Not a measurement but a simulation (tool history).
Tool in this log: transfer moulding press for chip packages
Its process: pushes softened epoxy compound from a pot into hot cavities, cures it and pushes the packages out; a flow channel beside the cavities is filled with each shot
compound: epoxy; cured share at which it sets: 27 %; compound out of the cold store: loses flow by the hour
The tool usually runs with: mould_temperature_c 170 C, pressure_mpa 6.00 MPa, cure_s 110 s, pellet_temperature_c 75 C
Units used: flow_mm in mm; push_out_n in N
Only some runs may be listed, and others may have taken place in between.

run,hour,mould_temperature_c,pressure_mpa,cure_s,pellet_temperature_c,incoming compound's hours out of the cold store,flow_mm,push_out_n
1,0.0,170,6.00,110,75,31.1,634,695
# hour 36.9: cavities cleaned with cleaning compound and waxed
2,36.9,170,6.00,110,75,24.6,652,440
# hour 103.1: cavities cleaned with cleaning compound and waxed
3,104.6,170,5.89,110,75,31.3,612,451
4,162.0,170,5.89,110,75,13.3,679,776
# hour 169.5: cavities cleaned with cleaning compound and waxed
5,221.2,170,5.89,110,75,43.5,572,771
# hour 235.6: cavities cleaned with cleaning compound and waxed
# hour 246.4: mould's thermocouples calibrated
6,257.4,170,5.89,110,75,38.4,581,625
# hour 293.9: plunger's sealing rings changed
7,297.0,170,5.89,110,75,36.0,644,764
# hour 307.3: cavities cleaned with cleaning compound and waxed
8,336.3,170,5.48,110,75,10.9,702,670
# hour 376.1: cavities cleaned with cleaning compound and waxed
9,381.4,170,5.48,110,75,42.0,594,490
10,416.1,170,6.00,110,72,47.7,597,677
# hour 444.8: cavities cleaned with cleaning compound and waxed
11,481.5,170,6.00,110,78,34.1,641,701
# hour 510.4: cavities cleaned with cleaning compound and waxed
12,535.9,170,6.00,110,78,40.2,611,658
# hour 578.6: cavities cleaned with cleaning compound and waxed
13,604.0,170,6.00,110,75,23.3,664,653
# hour 646.4: cavities cleaned with cleaning compound and waxed
14,665.4,170,6.00,110,75,13.8,691,645
# hour 711.0: cavities cleaned with cleaning compound and waxed
15,725.6,177,5.45,145,80,11.3,640,521
16,760.8,177,7.26,145,80,39.3,639,709
# hour 779.5: cavities cleaned with cleaning compound and waxed
17,796.7,166,7.26,93,80,17.5,745,871
18,830.2,170,6.99,99,75,25.0,689,824
# hour 847.1: cavities cleaned with cleaning compound and waxed
19,863.3,168,4.70,136,75,34.2,541,551
# hour 893.4: mould's thermocouples calibrated
20,896.2,164,7.37,110,75,11.8,774,964
# hour 918.0: cavities cleaned with cleaning compound and waxed
21,935.8,170,5.03,110,72,26.8,572,610
# hour 953.9: plunger's sealing rings changed
# hour 986.1: cavities cleaned with cleaning compound and waxed
22,1005.3,173,5.03,144,69,18.1,639,583
# hour 1051.2: cavities cleaned with cleaning compound and waxed
23,1051.2,168,4.61,97,67,32.4,574,485
24,1094.0,172,4.79,134,83,12.6,637,689
# hour 1118.2: cavities cleaned with cleaning compound and waxed
25,1151.9,166,5.09,137,68,16.0,661,681
# hour 1187.0: cavities cleaned with cleaning compound and waxed
26,1197.2,170,6.14,137,68,41.4,617,539

What if the next run were any one of these 4? Each begins from the tool's condition after run 26:
A,1231.4,173,5.78,110,71,28.8,?,?
B,1231.4,178,6.00,110,75,9.0,?,?
C,1231.4,170,6.00,110,77,28.4,?,?
D,1231.4,170,6.58,129,71,19.7,?,?

run,flow_mm,push_out_n
A,629,717
B,693,722
C,650,750
D,707,712
Without the tool's unlogged condition, the same runs would have read:
run,flow_mm,push_out_n
A,653,413
B,719,417
C,675,432
D,734,411
